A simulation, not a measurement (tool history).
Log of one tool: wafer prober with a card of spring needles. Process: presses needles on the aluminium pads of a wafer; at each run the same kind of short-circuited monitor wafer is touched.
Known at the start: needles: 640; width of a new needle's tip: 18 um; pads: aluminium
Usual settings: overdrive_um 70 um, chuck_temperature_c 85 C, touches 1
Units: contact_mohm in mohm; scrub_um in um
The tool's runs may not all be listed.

run   hour  overdrive_um  chuck_temperature_c  touches  contact_mohm  scrub_um
  1      0            70                   85        1           160     11.91
  2   10.7            70                   85        1           161      11.9
      13.7  -- tips cleaned on abrasive film
  3   21.3            70                   85        1           159     11.87
      27.9  -- tips cleaned on abrasive film
  4   31.9            64                   85        1           161     10.86
  5   39.1            64                   85        1           161     10.87
      41.9  -- tips cleaned on abrasive film
  6   45.5            64                   85        1           161     10.85
      55.8  -- tips cleaned on abrasive film
  7   56.8            64                   85        1           160     10.85
  8   62.3            64                   85        1           162     10.81
  9   67.9            64                   85        1           163     10.87
      69.4  -- tips cleaned on abrasive film
 10   75.5            86                   85        1           155     14.51
 11   80.5            65                   85        1           164     10.99
      83.5  -- tips cleaned on abrasive film
 12   87.5            65                   85        1           163     10.94
 13   92.3            65                   85        1           164     10.96
      97.2  -- tips cleaned on abrasive film
 14  102.4            70                   33        1           148     11.78
     110.7  -- tips cleaned on abrasive film
 15  113.9            78                   33        1           148     13.12
     124.5  -- tips cleaned on abrasive film
 16  125.5            78                   33        2           146     13.09
 17  134.1            78                   33        2           150     13.06
     138.8  -- tips cleaned on abrasive film
 18  142.9            54                   34        1           152      9.06
 19    148            54                   34        1           157      9.02
     152.8  -- tips cleaned on abrasive film
 20  152.8            54                   34        1           153      9.08
 21  158.1            55                   85        1           165      9.21
     166.4  -- tips cleaned on abrasive film
 22  167.2            55                   85        1           162      9.19
 23  174.4            55                   85        1           161      9.18
       180  -- tips cleaned on abrasive film
 24    183            58                   69        1           160      9.66
 25  191.2            58                  108        1           168      9.64
       194  -- tips cleaned on abrasive film
 26  199.2            82                   42        1           151     13.66
 27  204.2            70                   85        1           160     11.63
     208.2  -- tips cleaned on abrasive film
 28  215.3            70                   85        1           160     11.64
     222.1  -- tips cleaned on abrasive film
 29  222.4            54                   57        2           159      8.98
     226.1  -- height of the first contact set anew
 30  234.1            57                   57        2           160      9.46
     236.2  -- tips cleaned on abrasive film
     241.2  -- gauge calibrated
 31  244.5            59                   85        3           162     10.05
     249.7  -- tips cleaned on abrasive film
 32  249.7            59                   26        2           152     10.04
 33  260.3            59                   26        2           151      9.99

Forecast each of these 5 alternatives for the next run:
     263.8  -- tips cleaned on abrasive film
  A  270.6            60                   85        1             ?         ?
     263.8  -- tips cleaned on abrasive film
  B  270.6            78                   26        1             ?         ?
     263.8  -- tips cleaned on abrasive film
  C  270.6            88                   47        2             ?         ?
     263.8  -- tips cleaned on abrasive film
  D  270.6            59                   26        1             ?         ?
     263.8  -- tips cleaned on abrasive film
  E  270.6            59                   26        3             ?         ?

run  contact_mohm  scrub_um
  A           163     10.17
  B           149     13.22
  C           152     14.94
  D           152     10.03
  E           149      9.98
Without the tool's hidden state the same runs would have given:
run  contact_mohm  scrub_um
  A           162      10.2
  B           149     13.27
  C           152     14.99
  D           151     10.06
  E           149     10.01
